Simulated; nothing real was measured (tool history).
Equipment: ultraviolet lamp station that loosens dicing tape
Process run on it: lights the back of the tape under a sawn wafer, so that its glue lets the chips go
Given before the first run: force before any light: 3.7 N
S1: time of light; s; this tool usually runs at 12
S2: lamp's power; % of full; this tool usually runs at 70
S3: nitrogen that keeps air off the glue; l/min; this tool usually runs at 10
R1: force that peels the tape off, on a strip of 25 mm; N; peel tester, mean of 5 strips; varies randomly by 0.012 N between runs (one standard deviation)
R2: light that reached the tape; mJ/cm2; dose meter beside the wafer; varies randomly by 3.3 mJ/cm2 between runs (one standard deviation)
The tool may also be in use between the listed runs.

run 1 hour=0 | S1=12 S2=70 S3=10 | R1=0.824 R2=412
run 2 hour=43.5 | S1=12 S2=70 S3=10 | R1=0.817 R2=406
run 3 hour=103.3 | S1=12 S2=70 S3=8 | R1=0.96 R2=399
run 4 hour=166 | S1=12 S2=70 S3=8 | R1=0.994 R2=386
run 5 hour=203.6 | S1=10 S2=70 S3=10 | R1=1.132 R2=316
run 6 hour=245.2 | S1=10 S2=70 S3=10 | R1=1.148 R2=311
run 7 hour=298.7 | S1=12 S2=70 S3=10 | R1=0.967 R2=369
-- hour=303.6 window cleaned of glue's vapour
run 8 hour=336.8 | S1=12 S2=67 S3=10 | R1=0.85 R2=394
run 9 hour=399.6 | S1=12 S2=67 S3=10 | R1=0.9 R2=384
run 10 hour=465.3 | S1=12 S2=67 S3=10 | R1=0.924 R2=372
run 11 hour=549.6 | S1=16 S2=70 S3=10 | R1=0.615 R2=500
run 12 hour=600.9 | S1=16 S2=78 S3=10 | R1=0.514 R2=544
run 13 hour=671.7 | S1=16 S2=78 S3=10 | R1=0.54 R2=532
run 14 hour=750 | S1=16 S2=78 S3=10 | R1=0.563 R2=518
run 15 hour=819 | S1=16 S2=78 S3=10 | R1=0.593 R2=501
run 16 hour=866.6 | S1=22 S2=70 S3=10 | R1=0.403 R2=616
run 17 hour=904.4 | S1=12 S2=70 S3=10 | R1=1.048 R2=329
run 18 hour=960.2 | S1=21 S2=70 S3=10 | R1=0.488 R2=559
run 19 hour=1016.4 | S1=21 S2=70 S3=10 | R1=0.493 R2=548
run 20 hour=1070.7 | S1=9 S2=70 S3=10 | R1=1.568 R2=229
run 21 hour=1151.5 | S1=9 S2=70 S3=10 | R1=1.637 R2=220
run 22 hour=1228.8 | S1=9 S2=81 S3=5 | R1=1.845 R2=248

Expected results for the next run?
run 23 hour=1278.5 | S1=12 S2=66 S3=12 | R1=? R2=?

Run 23 gave R1 1.321 N, R2 261 mJ/cm2.
Had the tool carried no hidden state, the very same run would have given R1 0.559 N, R2 490 mJ/cm2.

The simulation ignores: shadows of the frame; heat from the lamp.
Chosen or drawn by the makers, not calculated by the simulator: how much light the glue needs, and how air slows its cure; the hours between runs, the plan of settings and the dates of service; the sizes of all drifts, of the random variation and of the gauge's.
